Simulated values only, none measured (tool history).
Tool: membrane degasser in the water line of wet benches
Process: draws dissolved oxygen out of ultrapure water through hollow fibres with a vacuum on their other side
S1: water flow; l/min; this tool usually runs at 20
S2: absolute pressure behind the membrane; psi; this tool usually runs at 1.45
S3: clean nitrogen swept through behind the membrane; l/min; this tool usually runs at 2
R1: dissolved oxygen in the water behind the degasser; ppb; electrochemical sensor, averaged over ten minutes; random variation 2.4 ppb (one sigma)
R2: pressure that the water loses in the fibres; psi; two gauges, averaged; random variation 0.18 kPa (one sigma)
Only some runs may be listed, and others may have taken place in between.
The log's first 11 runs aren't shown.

{"run": 12, "hour": 868.1, "S1": 20, "S2": 1.45, "S3": 2, "R1": 242.5, "R2": 4.54}
{"run": 13, "hour": 946.0, "S1": 20, "S2": 1.45, "S3": 3.65, "R1": 173.3, "R2": 4.493}
{"run": 14, "hour": 1009.0, "S1": 20, "S2": 1.45, "S3": 3.65, "R1": 175.2, "R2": 4.516}
{"run": 15, "hour": 1077.3, "S1": 20, "S2": 1.45, "S3": 2, "R1": 243.4, "R2": 4.495}
{"run": 16, "hour": 1150.9, "S1": 20, "S2": 1.45, "S3": 2, "R1": 239.9, "R2": 4.474}
{"run": 17, "hour": 1215.0, "S1": 20, "S2": 1.45, "S3": 2, "R1": 242, "R2": 4.486}
{"run": 18, "hour": 1276.8, "S1": 20, "S2": 1.17, "S3": 0.97, "R1": 309.3, "R2": 4.551}
{"run": 19, "hour": 1362.1, "S1": 22, "S2": 1.81, "S3": 5.73, "R1": 184.9, "R2": 4.957}
{"run": 20, "hour": 1414.0, "S1": 22, "S2": 1.81, "S3": 5.73, "R1": 185, "R2": 4.975}
{"run": 21, "hour": 1462.4, "S1": 28, "S2": 0.96, "S3": 4.78, "R1": 185.4, "R2": 6.361}
{"run": 22, "hour": 1547.7, "S1": 28, "S2": 0.96, "S3": 4.78, "R1": 190.5, "R2": 6.38}
{"run": 23, "hour": 1603.5, "S1": 23, "S2": 3.31, "S3": 0.87, "R1": 1081.3, "R2": 5.201}
{"run": 24, "hour": 1695.7, "S1": 23, "S2": 3.31, "S3": 0.87, "R1": 1093.3, "R2": 5.217}
{"run": 25, "hour": 1761.3, "S1": 23, "S2": 3.31, "S3": 0.87, "R1": 1098.5, "R2": 5.221}
{"run": 26, "hour": 1856.3, "S1": 28, "S2": 2.12, "S3": 4.02, "R1": 323.1, "R2": 6.344}
{"run": 27, "hour": 1932.9, "S1": 22, "S2": 3.22, "S3": 1.79, "R1": 608.8, "R2": 4.973}
{"run": 28, "hour": 2037.9, "S1": 22, "S2": 0.96, "S3": 1.79, "R1": 201.7, "R2": 4.988}
{"run": 29, "hour": 2110.6, "S1": 32, "S2": 1.22, "S3": 2.73, "R1": 315, "R2": 7.297}
{"run": 30, "hour": 2164.4, "S1": 31, "S2": 1.45, "S3": 2, "R1": 390, "R2": 7.075}
{"run": 31, "hour": 2240.7, "S1": 13, "S2": 0.93, "S3": 1.57, "R1": 108.4, "R2": 2.947}

Consider 5 possible next runs. They are alternatives, not a sequence: every one starts from the tool as it was left by run 31. What does each give?
{"run": "A", "hour": 2350.5, "S1": 17, "S2": 1.73, "S3": 1.57, "R1": "?", "R2": "?"}
{"run": "B", "hour": 2350.5, "S1": 26, "S2": 1.45, "S3": 1.89, "R1": "?", "R2": "?"}
{"run": "C", "hour": 2350.5, "S1": 14, "S2": 3.05, "S3": 1.57, "R1": "?", "R2": "?"}
{"run": "D", "hour": 2350.5, "S1": 12, "S2": 3.06, "S3": 0.93, "R1": "?", "R2": "?"}
{"run": "E", "hour": 2350.5, "S1": 13, "S2": 1.33, "S3": 1.57, "R1": "?", "R2": "?"}

run=A R1=283.1 R2=3.907
run=B R1=332.9 R2=5.935
run=C R1=417.3 R2=3.182
run=D R1=544.4 R2=2.754
run=E R1=160 R2=2.952
The same runs, with their run-to-run variation unchanged, on a tool lacking any hidden condition would have given:
run=A R1=272.5 R2=3.81
run=B R1=316.9 R2=5.786
run=C R1=408.7 R2=3.101
run=D R1=536.1 R2=2.685
run=E R1=152.2 R2=2.876

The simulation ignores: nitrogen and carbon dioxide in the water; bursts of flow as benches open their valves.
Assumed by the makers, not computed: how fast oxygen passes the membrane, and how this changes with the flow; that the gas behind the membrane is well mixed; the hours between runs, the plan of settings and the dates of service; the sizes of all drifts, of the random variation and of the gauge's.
